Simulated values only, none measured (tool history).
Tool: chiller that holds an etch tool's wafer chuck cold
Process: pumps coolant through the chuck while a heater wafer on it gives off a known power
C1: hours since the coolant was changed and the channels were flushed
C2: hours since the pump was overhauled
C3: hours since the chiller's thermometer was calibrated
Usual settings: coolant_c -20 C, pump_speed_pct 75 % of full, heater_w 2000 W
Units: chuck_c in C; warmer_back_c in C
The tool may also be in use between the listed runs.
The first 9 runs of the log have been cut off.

Run 10, day 29.750: usual settings but pump_speed_pct 94 % of full; C1 1903; C2 4844; C3 2598. Result: chuck_c -1.3 C, warmer_back_c 7.55 C.
Run 11, day 32.275: usual settings but pump_speed_pct 94 % of full; C1 1963; C2 4905; C3 2658. Result: chuck_c -1.2 C, warmer_back_c 7.45 C.
Run 12, day 36.996: usual settings but pump_speed_pct 94 % of full; C1 2077; C2 5018; C3 2772. Result: chuck_c -1.3 C, warmer_back_c 7.52 C.
Run 13, day 39.788: usual settings but coolant_c -16 C; C1 2144; C2 5085; C3 2839. Result: chuck_c 5.9 C, warmer_back_c 9.42 C.
Run 14, day 43.850: usual settings; C1 2241; C2 5183; C3 2936. Result: chuck_c 2.0 C, warmer_back_c 9.46 C.
Run 15, day 47.325: usual settings; C1 2325; C2 5266; C3 3020. Result: chuck_c 1.8 C, warmer_back_c 9.42 C.
Run 16, day 52.112: usual settings; C1 2440; C2 5381; C3 3134. Result: chuck_c 2.1 C, warmer_back_c 9.50 C.
Run 17, day 55.942: usual settings; C1 2531; C2 5473; C3 3226. Result: chuck_c 2.2 C, warmer_back_c 9.54 C.
Run 18, day 59.571: usual settings; C1 2618; C2 5560; C3 3313. Result: chuck_c 2.1 C, warmer_back_c 9.46 C.
Run 19, day 61.958: usual settings; C1 2676; C2 5617; C3 3371. Result: chuck_c 2.1 C, warmer_back_c 9.53 C.
Run 20, day 65.279: usual settings; C1 2755; C2 5697; C3 3450. Result: chuck_c 2.4 C, warmer_back_c 9.58 C.
Run 21, day 68.867: usual settings but heater_w 2631 W; C1 2842; C2 5783; C3 3537. Result: chuck_c 9.5 C, warmer_back_c 12.50 C.
Run 22, day 72.558: usual settings but coolant_c -23 C, heater_w 2054 W; C1 2930; C2 5872; C3 3625. Result: chuck_c 0.1 C, warmer_back_c 9.80 C.

What will run 23 give?
Run 23, day 76.042: usual settings but coolant_c -23 C, heater_w 2054 W; C1 3014; C2 5955; C3 3709. Result: chuck_c ?, warmer_back_c ?.

Run 23 gave chuck_c 0.0 C, warmer_back_c 9.72 C.
With the hidden condition absent and the run-to-run variation left alone, this run would have shown chuck_c -2.2 C, warmer_back_c 8.79 C.
